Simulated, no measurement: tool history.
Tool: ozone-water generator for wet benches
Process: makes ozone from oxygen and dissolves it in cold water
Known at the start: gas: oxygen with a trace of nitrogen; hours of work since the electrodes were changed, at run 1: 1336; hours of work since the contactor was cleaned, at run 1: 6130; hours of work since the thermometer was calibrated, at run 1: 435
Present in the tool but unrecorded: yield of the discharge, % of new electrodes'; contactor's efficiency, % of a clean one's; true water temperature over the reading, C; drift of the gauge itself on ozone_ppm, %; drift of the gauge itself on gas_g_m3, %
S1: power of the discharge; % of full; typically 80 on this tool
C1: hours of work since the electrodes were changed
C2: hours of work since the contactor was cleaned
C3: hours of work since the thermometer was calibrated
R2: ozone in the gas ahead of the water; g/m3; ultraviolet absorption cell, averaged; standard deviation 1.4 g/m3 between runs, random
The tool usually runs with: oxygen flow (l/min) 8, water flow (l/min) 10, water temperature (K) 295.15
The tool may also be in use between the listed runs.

{"run": 1, "day": 0.0, "S1": 80, "oxygen flow (l/min)": 8, "water flow (l/min)": 10, "water temperature (K)": 295.15, "C1": 1336, "C2": 6130, "C3": 435, "dissolved ozone (ppm)": 40, "R2": 255.6}
{"run": 2, "day": 2.242, "S1": 80, "oxygen flow (l/min)": 8, "water flow (l/min)": 12, "water temperature (K)": 295.15, "C1": 1370, "C2": 6164, "C3": 469, "dissolved ozone (ppm)": 35.5, "R2": 258.2}
{"run": 3, "day": 5.042, "S1": 80, "oxygen flow (l/min)": 8, "water flow (l/min)": 10, "water temperature (K)": 295.15, "C1": 1412, "C2": 6206, "C3": 512, "dissolved ozone (ppm)": 40.1, "R2": 253.8}
{"run": 4, "day": 8.004, "S1": 80, "oxygen flow (l/min)": 8, "water flow (l/min)": 15, "water temperature (K)": 295.15, "C1": 1457, "C2": 6251, "C3": 556, "dissolved ozone (ppm)": 30.1, "R2": 257.8}
{"run": 5, "day": 9.542, "S1": 82, "oxygen flow (l/min)": 8, "water flow (l/min)": 10, "water temperature (K)": 295.15, "C1": 1480, "C2": 6274, "C3": 579, "dissolved ozone (ppm)": 41.1, "R2": 261.4}
{"run": 6, "day": 11.933, "S1": 82, "oxygen flow (l/min)": 8, "water flow (l/min)": 10, "water temperature (K)": 295.15, "C1": 1516, "C2": 6310, "C3": 616, "dissolved ozone (ppm)": 41.2, "R2": 260.7}
{"run": 7, "day": 13.362, "S1": 82, "oxygen flow (l/min)": 8, "water flow (l/min)": 10, "water temperature (K)": 295.15, "C1": 1538, "C2": 6332, "C3": 637, "dissolved ozone (ppm)": 40.7, "R2": 260.7}
{"run": 8, "day": 15.992, "S1": 82, "oxygen flow (l/min)": 8, "water flow (l/min)": 10, "water temperature (K)": 295.15, "C1": 1578, "C2": 6371, "C3": 677, "dissolved ozone (ppm)": 40.8, "R2": 264.1}
{"run": 9, "day": 18.254, "S1": 82, "oxygen flow (l/min)": 8, "water flow (l/min)": 10, "water temperature (K)": 295.15, "C1": 1612, "C2": 6406, "C3": 711, "dissolved ozone (ppm)": 41, "R2": 262.6}
{"run": 10, "day": 20.208, "S1": 82, "oxygen flow (l/min)": 8, "water flow (l/min)": 10, "water temperature (K)": 301.15, "C1": 1641, "C2": 6435, "C3": 740, "dissolved ozone (ppm)": 34.9, "R2": 260.1}
{"run": 11, "day": 22.117, "S1": 82, "oxygen flow (l/min)": 8, "water flow (l/min)": 10, "water temperature (K)": 301.15, "C1": 1670, "C2": 6464, "C3": 769, "dissolved ozone (ppm)": 35.3, "R2": 260.9}
{"run": 12, "day": 24.838, "S1": 82, "oxygen flow (l/min)": 8, "water flow (l/min)": 10, "water temperature (K)": 290.15, "C1": 1711, "C2": 6505, "C3": 810, "dissolved ozone (ppm)": 45.6, "R2": 260}
{"run": 13, "day": 27.362, "S1": 82, "oxygen flow (l/min)": 8, "water flow (l/min)": 10, "water temperature (K)": 290.15, "C1": 1749, "C2": 6543, "C3": 848, "dissolved ozone (ppm)": 45.9, "R2": 263.3}
{"run": 14, "day": 29.838, "S1": 80, "oxygen flow (l/min)": 8, "water flow (l/min)": 11, "water temperature (K)": 295.15, "C1": 1786, "C2": 6580, "C3": 886, "dissolved ozone (ppm)": 37.5, "R2": 256.7}
{"run": 15, "day": 32.558, "S1": 80, "oxygen flow (l/min)": 8, "water flow (l/min)": 10, "water temperature (K)": 295.15, "C1": 1828, "C2": 6621, "C3": 927, "dissolved ozone (ppm)": 39.8, "R2": 255.3}
{"run": 16, "day": 34.938, "S1": 80, "oxygen flow (l/min)": 8, "water flow (l/min)": 10, "water temperature (K)": 295.15, "C1": 1864, "C2": 6657, "C3": 963, "dissolved ozone (ppm)": 39.6, "R2": 257.4}
{"run": 17, "day": 36.383, "S1": 76, "oxygen flow (l/min)": 11.42, "water flow (l/min)": 6, "water temperature (K)": 300.15, "C1": 1885, "C2": 6679, "C3": 984, "dissolved ozone (ppm)": 39.6, "R2": 215.7}
{"run": 18, "day": 39.225, "S1": 60, "oxygen flow (l/min)": 12.04, "water flow (l/min)": 12, "water temperature (K)": 290.15, "C1": 1928, "C2": 6722, "C3": 1027, "dissolved ozone (ppm)": 29.9, "R2": 172.5}
{"run": 19, "day": 42.042, "S1": 60, "oxygen flow (l/min)": 4.77, "water flow (l/min)": 12, "water temperature (K)": 290.15, "C1": 1971, "C2": 6765, "C3": 1070, "dissolved ozone (ppm)": 30.9, "R2": 245.4}
{"run": 20, "day": 44.158, "S1": 60, "oxygen flow (l/min)": 4.77, "water flow (l/min)": 12, "water temperature (K)": 290.15, "C1": 2003, "C2": 6796, "C3": 1102, "dissolved ozone (ppm)": 30.9, "R2": 243.6}
{"run": 21, "day": 45.775, "S1": 64, "oxygen flow (l/min)": 7.61, "water flow (l/min)": 12, "water temperature (K)": 292.15, "C1": 2027, "C2": 6821, "C3": 1126, "dissolved ozone (ppm)": 31.4, "R2": 214.6}
{"run": 22, "day": 48.188, "S1": 72, "oxygen flow (l/min)": 14.36, "water flow (l/min)": 10, "water temperature (K)": 290.15, "C1": 2063, "C2": 6857, "C3": 1163, "dissolved ozone (ppm)": 37.5, "R2": 185.4}
{"run": 23, "day": 51.133, "S1": 65, "oxygen flow (l/min)": 14.36, "water flow (l/min)": 8, "water temperature (K)": 302.15, "C1": 2108, "C2": 6902, "C3": 1207, "dissolved ozone (ppm)": 27.8, "R2": 173.5}
{"run": 24, "day": 53.371, "S1": 52, "oxygen flow (l/min)": 9.33, "water flow (l/min)": 8, "water temperature (K)": 295.15, "C1": 2142, "C2": 6935, "C3": 1241, "dissolved ozone (ppm)": 30.7, "R2": 169.9}
{"run": 25, "day": 55.321, "S1": 80, "oxygen flow (l/min)": 8, "water flow (l/min)": 15, "water temperature (K)": 295.15, "C1": 2171, "C2": 6965, "C3": 1270, "dissolved ozone (ppm)": 29.7, "R2": 251.8}
{"run": 26, "day": 56.754, "S1": 80, "oxygen flow (l/min)": 8, "water flow (l/min)": 15, "water temperature (K)": 295.15, "C1": 2193, "C2": 6987, "C3": 1292, "dissolved ozone (ppm)": 29.7, "R2": 252}

Run 27 comes next. What will it give?
{"run": 27, "day": 59.925, "S1": 80, "oxygen flow (l/min)": 8, "water flow (l/min)": 7, "water temperature (K)": 295.15, "C1": 2241, "C2": 7034, "C3": 1340, "dissolved ozone (ppm)": "?", "R2": "?"}

{"run 27": {"dissolved ozone (ppm)": 48.5, "R2": 253.1}}
On a tool with no hidden condition, and with the same random variation, this run would have come out at dissolved ozone (ppm) 51.3, R2 260.7 g/m3.
